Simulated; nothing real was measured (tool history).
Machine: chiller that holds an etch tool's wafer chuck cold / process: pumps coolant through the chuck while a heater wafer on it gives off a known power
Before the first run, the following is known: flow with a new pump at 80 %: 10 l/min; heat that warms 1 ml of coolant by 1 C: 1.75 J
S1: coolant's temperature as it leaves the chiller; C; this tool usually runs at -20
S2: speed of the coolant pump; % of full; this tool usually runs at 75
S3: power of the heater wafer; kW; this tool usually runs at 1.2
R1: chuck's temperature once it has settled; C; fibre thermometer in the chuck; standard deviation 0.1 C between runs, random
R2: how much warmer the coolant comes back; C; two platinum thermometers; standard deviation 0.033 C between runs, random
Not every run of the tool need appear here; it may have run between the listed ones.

{"run": 1, "hour": 0.0, "S1": -20, "S2": 75, "S3": 1.2, "R1": -7.8, "R2": 4.39}
{"run": 2, "hour": 48.2, "S1": -30, "S2": 75, "S3": 1.2, "R1": -17.8, "R2": 4.43}
{"run": 3, "hour": 72.7, "S1": -30, "S2": 75, "S3": 1.2, "R1": -17.8, "R2": 4.44}
{"run": 4, "hour": 99.7, "S1": -30, "S2": 75, "S3": 1.2, "R1": -17.8, "R2": 4.44}
{"run": 5, "hour": 151.4, "S1": -30, "S2": 75, "S3": 1.2, "R1": -17.9, "R2": 4.42}
{"run": 6, "hour": 201.2, "S1": -20, "S2": 75, "S3": 1.2, "R1": -7.7, "R2": 4.39}
{"run": 7, "hour": 230.6, "S1": -20, "S2": 75, "S3": 1.2, "R1": -7.8, "R2": 4.41}
{"run": 8, "hour": 268.8, "S1": -20, "S2": 75, "S3": 1.515, "R1": -4.6, "R2": 5.53}
{"run": 9, "hour": 316.2, "S1": -20, "S2": 90, "S3": 1.2, "R1": -10, "R2": 3.52}
{"run": 10, "hour": 354.5, "S1": -20, "S2": 78, "S3": 1.2, "R1": -8.2, "R2": 4.14}
{"run": 11, "hour": 380.7, "S1": -20, "S2": 78, "S3": 1.2, "R1": -8.3, "R2": 4.08}
{"run": 12, "hour": 429.4, "S1": -20, "S2": 75, "S3": 1.2, "R1": -7.8, "R2": 4.29}
{"run": 13, "hour": 455.6, "S1": -28, "S2": 75, "S3": 1.2, "R1": -15.7, "R2": 4.3}
{"run": 14, "hour": 483.8, "S1": -20, "S2": 90, "S3": 1.2, "R1": -9.7, "R2": 3.48}
{"run": 15, "hour": 506.7, "S1": -20, "S2": 90, "S3": 1.2, "R1": -9.7, "R2": 3.52}

Run 16 has not been measured yet. What should we expect?
{"run": 16, "hour": 537.7, "S1": -20, "S2": 76, "S3": 1.2, "R1": "?", "R2": "?"}

{"run 16": {"R1": -7.8, "R2": 4.2}}
With no hidden state in the tool, this same run would have given R1 -7.9 C, R2 4.37 C.
